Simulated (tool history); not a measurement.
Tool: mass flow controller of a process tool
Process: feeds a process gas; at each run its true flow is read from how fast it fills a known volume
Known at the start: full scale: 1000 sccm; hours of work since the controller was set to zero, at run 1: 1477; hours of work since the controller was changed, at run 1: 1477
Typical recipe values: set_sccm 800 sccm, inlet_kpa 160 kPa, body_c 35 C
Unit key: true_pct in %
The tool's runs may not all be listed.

| run | day | set_sccm | inlet_kpa | body_c | hours of work since the controller was set to zero | hours of work since the controller was changed | true_pct |
|---|---|---|---|---|---|---|---|
| 1 | 0 | 800 | 160 | 35 | 1477 | 1477 | 98.74 |
| 2 | 13.471 | 800 | 160 | 35 | 1613 | 1613 | 98.76 |
| 3 | 21.825 | 800 | 160 | 22 | 1697 | 1697 | 99.26 |
| 4 | 30.762 | 800 | 160 | 34 | 1787 | 1787 | 98.73 |
| 5 | 42.579 | 640 | 160 | 35 | 1906 | 1906 | 98 |
| 6 | 53.554 | 640 | 160 | 35 | 2017 | 2017 | 98.02 |
| 7 | 62.758 | 318 | 160 | 35 | 2110 | 2110 | 96.51 |
| 8 | 73.842 | 318 | 185 | 35 | 2221 | 2221 | 96.17 |
| 9 | 85.108 | 318 | 185 | 35 | 2335 | 2335 | 96.1 |
| 10 | 94.45 | 318 | 185 | 35 | 2429 | 2429 | 96.06 |
| 11 | 107.796 | 166 | 160 | 35 | 2564 | 2564 | 94.93 |
| 12 | 117.012 | 800 | 264 | 35 | 2657 | 2657 | 97.44 |
| 13 | 127.833 | 800 | 264 | 35 | 2766 | 2766 | 97.42 |
| 14 | 139.229 | 800 | 264 | 35 | 2881 | 2881 | 97.39 |
| 15 | 146.354 | 800 | 264 | 35 | 2953 | 2953 | 97.43 |
| 16 | 158.596 | 800 | 160 | 35 | 3076 | 3076 | 98.23 |
| 17 | 167.396 | 800 | 160 | 35 | 3165 | 3165 | 97.96 |
| 18 | 176.779 | 800 | 160 | 34 | 3260 | 3260 | 98.15 |
| 19 | 190.571 | 800 | 160 | 35 | 3399 | 3399 | 98.09 |
| 20 | 197.108 | 800 | 160 | 20 | 3465 | 3465 | 98.77 |
| 21 | 209.912 | 800 | 160 | 20 | 3594 | 3594 | 98.61 |
| 22 | 216.725 | 977 | 160 | 35 | 3662 | 3662 | 98.54 |
| 23 | 227.762 | 800 | 160 | 24 | 3774 | 3774 | 98.44 |
| 24 | 235.333 | 800 | 160 | 24 | 3850 | 3850 | 98.39 |
| 25 | 247.979 | 800 | 255 | 38 | 3978 | 3978 | 96.97 |
| 26 | 260.342 | 800 | 255 | 38 | 4102 | 4102 | 96.87 |
| 27 | 270.938 | 849 | 220 | 35 | 4209 | 4209 | 97.4 |
| 28 | 284.7 | 849 | 231 | 20 | 4348 | 4348 | 97.96 |
| 29 | 295.233 | 243 | 212 | 24 | 4454 | 4454 | 94.52 |
| 30 | 302.721 | 103 | 193 | 23 | 4530 | 4530 | 91.12 |
| 31 | 309.542 | 103 | 173 | 39 | 4599 | 4599 | 90.27 |
| 32 | 322.012 | 335 | 237 | 28 | 4724 | 4724 | 94.81 |
| 33 | 329.083 | 335 | 237 | 28 | 4796 | 4796 | 94.7 |
| 34 | 336.738 | 335 | 151 | 38 | 4873 | 4873 | 94.87 |
| 35 | 350.867 | 335 | 151 | 38 | 5015 | 5015 | 94.96 |
| 36 | 363.171 | 193 | 155 | 28 | 5140 | 5140 | 93.33 |
| 37 | 374.6 | 115 | 200 | 28 | 5255 | 5255 | 90.5 |
| 38 | 381.583 | 819 | 200 | 35 | 5325 | 5325 | 97.08 |
| 39 | 388.612 | 191 | 249 | 31 | 5396 | 5396 | 92.1 |
| 40 | 398.438 | 800 | 162 | 27 | 5495 | 5495 | 97.55 |
| 41 | 406.254 | 139 | 160 | 28 | 5574 | 5574 | 91.34 |
| 42 | 420.638 | 699 | 225 | 24 | 5719 | 5719 | 96.65 |
| 43 | 435.271 | 111 | 160 | 21 | 5867 | 5867 | 90.05 |
| 44 | 448.721 | 111 | 160 | 21 | 6002 | 6002 | 89.74 |
| 45 | 457.896 | 342 | 210 | 22 | 6095 | 6095 | 94.51 |
| 46 | 466.425 | 342 | 150 | 22 | 6181 | 6181 | 94.89 |
| 47 | 473.608 | 318 | 150 | 22 | 6253 | 6253 | 94.66 |

Below are 4 alternative next runs, each starting from the tool's condition after run 47. Predict each:
| A | 486.796 | 762 | 200 | 29 | 6386 | 6386 | ? |
| B | 486.796 | 800 | 154 | 24 | 6386 | 6386 | ? |
| C | 486.796 | 103 | 172 | 24 | 6386 | 6386 | ? |
| D | 486.796 | 460 | 150 | 22 | 6386 | 6386 | ? |

| run | true_pct |
|---|---|
| A | 96.74 |
| B | 97.56 |
| C | 88.59 |
| D | 95.86 |
The same runs, with their run-to-run variation unchanged, on a tool lacking any hidden condition would have given:
| run | true_pct |
|---|---|
| A | 99.06 |
| B | 99.83 |
| C | 97.5 |
| D | 98.85 |
